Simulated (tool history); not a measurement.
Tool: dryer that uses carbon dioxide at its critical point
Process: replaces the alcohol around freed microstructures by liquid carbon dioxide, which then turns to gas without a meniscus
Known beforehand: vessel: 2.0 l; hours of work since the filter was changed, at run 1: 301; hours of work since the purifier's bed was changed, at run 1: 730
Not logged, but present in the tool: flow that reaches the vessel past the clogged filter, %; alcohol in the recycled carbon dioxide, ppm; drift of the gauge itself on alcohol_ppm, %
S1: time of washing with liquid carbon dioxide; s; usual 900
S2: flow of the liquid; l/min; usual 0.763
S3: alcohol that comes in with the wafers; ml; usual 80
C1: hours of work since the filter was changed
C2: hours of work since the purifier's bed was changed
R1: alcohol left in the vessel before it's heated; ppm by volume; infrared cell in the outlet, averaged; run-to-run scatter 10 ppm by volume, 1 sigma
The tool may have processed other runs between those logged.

Run 1, hour 0: usual settings; C1 301; C2 730. Result: R1 1003 ppm by volume.
Run 2, hour 26.3: usual settings; C1 315; C2 744. Result: R1 986 ppm by volume.
Run 3, hour 51.8: usual settings; C1 329; C2 758. Result: R1 1048 ppm by volume.
Run 4, hour 79.3: usual settings but S1 840 s; C1 344; C2 773. Result: R1 1306 ppm by volume.
Run 5, hour 125.9: usual settings; C1 369; C2 798. Result: R1 1110 ppm by volume.
Run 6, hour 153: usual settings; C1 384; C2 813. Result: R1 1093 ppm by volume.
At hour 163.3: inlet filter changed.
Run 7, hour 207.3: usual settings; C1 24; C2 842. Result: R1 825 ppm by volume.
Run 8, hour 259.3: usual settings but S1 600 s; C1 52; C2 870. Result: R1 2759 ppm by volume.
Run 9, hour 304.5: usual settings; C1 77; C2 895. Result: R1 872 ppm by volume.
Run 10, hour 353.7: usual settings but S2 0.515 l/min; C1 103; C2 921. Result: R1 2747 ppm by volume.
Run 11, hour 413.3: usual settings but S2 0.515 l/min; C1 135; C2 953. Result: R1 2829 ppm by volume.
Run 12, hour 467.6: usual settings but S2 0.515 l/min; C1 165; C2 983. Result: R1 2847 ppm by volume.
Run 13, hour 496: usual settings but S2 0.515 l/min; C1 180; C2 998. Result: R1 2945 ppm by volume.
Run 14, hour 545.1: usual settings but S2 0.515 l/min; C1 207; C2 1025. Result: R1 2955 ppm by volume.
Run 15, hour 596.7: usual settings but S2 0.515 l/min; C1 235; C2 1053. Result: R1 3062 ppm by volume.
Run 16, hour 626.4: usual settings but S2 0.515 l/min; C1 251; C2 1069. Result: R1 2950 ppm by volume.
Run 17, hour 661.9: usual settings but S2 0.526 l/min; C1 270; C2 1088. Result: R1 2933 ppm by volume.
Run 18, hour 710.2: usual settings; C1 296; C2 1114. Result: R1 1094 ppm by volume.
Run 19, hour 751.7: usual settings; C1 319; C2 1137. Result: R1 1112 ppm by volume.
Run 20, hour 792.1: usual settings but S2 0.462 l/min, S3 28 ml; C1 341; C2 1159. Result: R1 1643 ppm by volume.
At hour 800: purifier's bed changed.
Run 21, hour 848.8: usual settings but S2 0.462 l/min, S3 32 ml; C1 370; C2 26. Result: R1 1567 ppm by volume.
Run 22, hour 874.9: usual settings but S1 720 s, S2 1.219 l/min, S3 32 ml; C1 384; C2 41. Result: R1 150 ppm by volume.
At hour 880.9: inlet filter changed.
Run 23, hour 927.7: usual settings but S1 600 s, S2 1.13 l/min, S3 53 ml; C1 25; C2 69. Result: R1 461 ppm by volume.
Run 24, hour 984.3: usual settings but S1 1140 s, S2 0.529 l/min, S3 35 ml; C1 56; C2 99. Result: R1 474 ppm by volume.
Run 25, hour 1016.4: usual settings but S1 1140 s, S2 0.529 l/min, S3 35 ml; C1 73; C2 117. Result: R1 485 ppm by volume.
Run 26, hour 1068.7: usual settings but S1 1140 s, S2 0.529 l/min, S3 35 ml; C1 102; C2 145. Result: R1 497 ppm by volume.
Run 27, hour 1115.9: usual settings but S1 780 s, S2 0.918 l/min; C1 127; C2 171. Result: R1 607 ppm by volume.
Run 28, hour 1147.2: usual settings but S1 960 s, S2 0.918 l/min, S3 112 ml; C1 144; C2 188. Result: R1 366 ppm by volume.
Run 29, hour 1176.5: usual settings but S1 960 s, S2 0.918 l/min, S3 40 ml; C1 160; C2 204. Result: R1 160 ppm by volume.
Run 30, hour 1204.2: usual settings but S1 720 s, S2 0.971 l/min; C1 175; C2 219. Result: R1 737 ppm by volume.
Run 31, hour 1229.5: usual settings but S1 720 s, S2 0.971 l/min, S3 69 ml; C1 189; C2 232. Result: R1 629 ppm by volume.
Run 32, hour 1255: usual settings but S1 720 s, S2 0.971 l/min, S3 69 ml; C1 203; C2 246. Result: R1 648 ppm by volume.
Run 33, hour 1305.2: usual settings but S1 720 s, S2 0.971 l/min, S3 69 ml; C1 230; C2 273. Result: R1 681 ppm by volume.
Run 34, hour 1343.7: usual settings but S1 1380 s, S2 0.571 l/min, S3 48 ml; C1 251; C2 294. Result: R1 335 ppm by volume.

Below are 3 alternative next runs, each starting from the tool's condition after run 34. Predict each:
Run A, hour 1399.2: usual settings but S1 1380 s, S2 0.571 l/min, S3 67 ml; C1 281; C2 324. Result: R1 ?.
Run B, hour 1399.2: usual settings but S1 960 s, S2 0.721 l/min, S3 33 ml; C1 281; C2 324. Result: R1 ?.
Run C, hour 1399.2: usual settings but S2 1.096 l/min, S3 22 ml; C1 281; C2 324. Result: R1 ?.

run   R1
  A  442
  B  402
  C  125
Without the tool's hidden state the same runs would have given:
run   R1
  A  262
  B  241
  C   32

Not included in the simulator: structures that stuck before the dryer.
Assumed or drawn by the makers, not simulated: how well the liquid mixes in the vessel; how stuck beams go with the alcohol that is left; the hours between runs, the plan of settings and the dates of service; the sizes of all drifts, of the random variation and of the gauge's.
